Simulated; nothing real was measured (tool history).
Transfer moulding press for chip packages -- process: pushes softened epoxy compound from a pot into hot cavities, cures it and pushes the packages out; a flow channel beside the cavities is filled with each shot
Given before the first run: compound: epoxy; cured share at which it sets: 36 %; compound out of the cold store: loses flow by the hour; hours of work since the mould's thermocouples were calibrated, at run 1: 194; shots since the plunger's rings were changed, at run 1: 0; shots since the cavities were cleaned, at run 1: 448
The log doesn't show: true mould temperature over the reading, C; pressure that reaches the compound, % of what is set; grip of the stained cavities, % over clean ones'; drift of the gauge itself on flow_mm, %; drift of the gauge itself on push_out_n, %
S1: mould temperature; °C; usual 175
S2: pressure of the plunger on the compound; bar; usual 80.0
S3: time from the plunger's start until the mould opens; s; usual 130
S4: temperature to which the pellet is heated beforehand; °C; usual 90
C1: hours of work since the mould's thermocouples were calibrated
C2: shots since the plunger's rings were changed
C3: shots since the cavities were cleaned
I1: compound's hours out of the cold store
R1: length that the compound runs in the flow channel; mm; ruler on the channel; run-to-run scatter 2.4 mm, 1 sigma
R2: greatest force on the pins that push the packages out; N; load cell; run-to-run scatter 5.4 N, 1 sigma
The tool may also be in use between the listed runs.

{"run": 1, "hour": 0.0, "S1": 175, "S2": 80.0, "S3": 130, "S4": 90, "C1": 194, "C2": 0, "C3": 448, "I1": 34.5, "R1": 722, "R2": 233}
{"run": 2, "hour": 8.3, "S1": 175, "S2": 80.0, "S3": 130, "S4": 90, "C1": 200, "C2": 83, "C3": 531, "I1": 27.8, "R1": 745, "R2": 242}
{"run": 3, "hour": 14.0, "S1": 175, "S2": 80.0, "S3": 130, "S4": 90, "C1": 204, "C2": 140, "C3": 588, "I1": 45.9, "R1": 677, "R2": 229}
{"run": 4, "hour": 19.5, "S1": 175, "S2": 80.0, "S3": 130, "S4": 90, "C1": 207, "C2": 195, "C3": 643, "I1": 34.4, "R1": 726, "R2": 235}
{"run": 5, "hour": 27.1, "S1": 175, "S2": 80.0, "S3": 142, "S4": 90, "C1": 212, "C2": 271, "C3": 719, "I1": 20.1, "R1": 779, "R2": 243}
{"hour": 29.5, "done": "cavities cleaned with cleaning compound and waxed"}
{"run": 6, "hour": 35.0, "S1": 175, "S2": 80.0, "S3": 130, "S4": 90, "C1": 216, "C2": 334, "C3": 54, "I1": 31.3, "R1": 730, "R2": 211}
{"run": 7, "hour": 42.8, "S1": 175, "S2": 80.0, "S3": 130, "S4": 90, "C1": 222, "C2": 413, "C3": 133, "I1": 20.0, "R1": 779, "R2": 220}
{"run": 8, "hour": 51.5, "S1": 175, "S2": 80.0, "S3": 130, "S4": 90, "C1": 227, "C2": 499, "C3": 219, "I1": 25.6, "R1": 754, "R2": 221}
{"run": 9, "hour": 58.5, "S1": 175, "S2": 80.0, "S3": 130, "S4": 90, "C1": 232, "C2": 570, "C3": 290, "I1": 14.1, "R1": 797, "R2": 237}
{"run": 10, "hour": 66.9, "S1": 175, "S2": 80.0, "S3": 130, "S4": 90, "C1": 237, "C2": 653, "C3": 373, "I1": 35.3, "R1": 713, "R2": 224}
{"run": 11, "hour": 71.0, "S1": 175, "S2": 80.0, "S3": 130, "S4": 90, "C1": 240, "C2": 694, "C3": 414, "I1": 23.0, "R1": 762, "R2": 242}
{"run": 12, "hour": 76.4, "S1": 175, "S2": 94.0, "S3": 130, "S4": 90, "C1": 244, "C2": 747, "C3": 467, "I1": 38.9, "R1": 758, "R2": 227}
{"run": 13, "hour": 85.3, "S1": 173, "S2": 80.0, "S3": 130, "S4": 90, "C1": 250, "C2": 837, "C3": 557, "I1": 27.9, "R1": 745, "R2": 270}
{"run": 14, "hour": 91.1, "S1": 173, "S2": 80.0, "S3": 130, "S4": 90, "C1": 253, "C2": 895, "C3": 615, "I1": 25.9, "R1": 752, "R2": 271}
{"run": 15, "hour": 100.7, "S1": 173, "S2": 80.0, "S3": 130, "S4": 90, "C1": 260, "C2": 990, "C3": 710, "I1": 44.8, "R1": 682, "R2": 280}
{"hour": 103.6, "done": "cavities cleaned with cleaning compound and waxed"}
{"run": 16, "hour": 107.9, "S1": 173, "S2": 85.2, "S3": 130, "S4": 90, "C1": 263, "C2": 1047, "C3": 42, "I1": 38.4, "R1": 728, "R2": 216}
{"run": 17, "hour": 115.8, "S1": 173, "S2": 93.6, "S3": 130, "S4": 93, "C1": 269, "C2": 1127, "C3": 122, "I1": 16.7, "R1": 851, "R2": 240}
{"run": 18, "hour": 123.7, "S1": 181, "S2": 80.0, "S3": 132, "S4": 91, "C1": 274, "C2": 1205, "C3": 200, "I1": 24.5, "R1": 730, "R2": 196}
{"run": 19, "hour": 132.7, "S1": 181, "S2": 80.0, "S3": 132, "S4": 91, "C1": 280, "C2": 1295, "C3": 290, "I1": 36.7, "R1": 683, "R2": 205}
{"run": 20, "hour": 142.1, "S1": 176, "S2": 75.6, "S3": 127, "S4": 90, "C1": 286, "C2": 1389, "C3": 384, "I1": 10.6, "R1": 782, "R2": 227}
{"run": 21, "hour": 147.0, "S1": 171, "S2": 80.0, "S3": 130, "S4": 80, "C1": 289, "C2": 1438, "C3": 433, "I1": 42.9, "R1": 695, "R2": 296}
{"run": 22, "hour": 151.9, "S1": 175, "S2": 88.2, "S3": 130, "S4": 90, "C1": 293, "C2": 1487, "C3": 482, "I1": 20.2, "R1": 799, "R2": 239}
{"run": 23, "hour": 161.1, "S1": 175, "S2": 88.2, "S3": 130, "S4": 90, "C1": 299, "C2": 1579, "C3": 574, "I1": 32.5, "R1": 755, "R2": 259}
{"run": 24, "hour": 167.8, "S1": 175, "S2": 71.5, "S3": 154, "S4": 90, "C1": 303, "C2": 1645, "C3": 640, "I1": 12.9, "R1": 757, "R2": 234}
{"hour": 177.8, "done": "cavities cleaned with cleaning compound and waxed"}
{"run": 25, "hour": 178.0, "S1": 167, "S2": 93.3, "S3": 151, "S4": 90, "C1": 309, "C2": 1732, "C3": 2, "I1": 13.5, "R1": 880, "R2": 265}
{"run": 26, "hour": 182.3, "S1": 167, "S2": 93.3, "S3": 151, "S4": 90, "C1": 312, "C2": 1775, "C3": 45, "I1": 33.6, "R1": 793, "R2": 253}
{"run": 27, "hour": 188.9, "S1": 179, "S2": 64.7, "S3": 125, "S4": 98, "C1": 316, "C2": 1841, "C3": 111, "I1": 37.8, "R1": 611, "R2": 202}
{"run": 28, "hour": 197.1, "S1": 178, "S2": 80.9, "S3": 124, "S4": 93, "C1": 321, "C2": 1922, "C3": 192, "I1": 45.9, "R1": 656, "R2": 209}
{"run": 29, "hour": 206.4, "S1": 170, "S2": 80.9, "S3": 161, "S4": 93, "C1": 328, "C2": 2016, "C3": 286, "I1": 25.3, "R1": 763, "R2": 231}

Consider 3 possible next runs. They are alternatives, not a sequence: every one starts from the tool as it was left by run 29. What does each give?
{"run": "A", "hour": 214.4, "S1": 176, "S2": 95.5, "S3": 161, "S4": 92, "C1": 333, "C2": 2095, "C3": 365, "I1": 43.8, "R1": "?", "R2": "?"}
{"run": "B", "hour": 214.4, "S1": 175, "S2": 79.9, "S3": 130, "S4": 90, "C1": 333, "C2": 2095, "C3": 365, "I1": 22.9, "R1": "?", "R2": "?"}
{"run": "C", "hour": 214.4, "S1": 174, "S2": 69.3, "S3": 125, "S4": 90, "C1": 333, "C2": 2095, "C3": 365, "I1": 12.1, "R1": "?", "R2": "?"}

run=A R1=733 R2=212
run=B R1=748 R2=246
run=C R1=737 R2=265
The same runs, with their run-to-run variation unchanged, on a tool lacking any hidden condition would have given:
run=A R1=754 R2=176
run=B R1=769 R2=201
run=C R1=758 R2=215
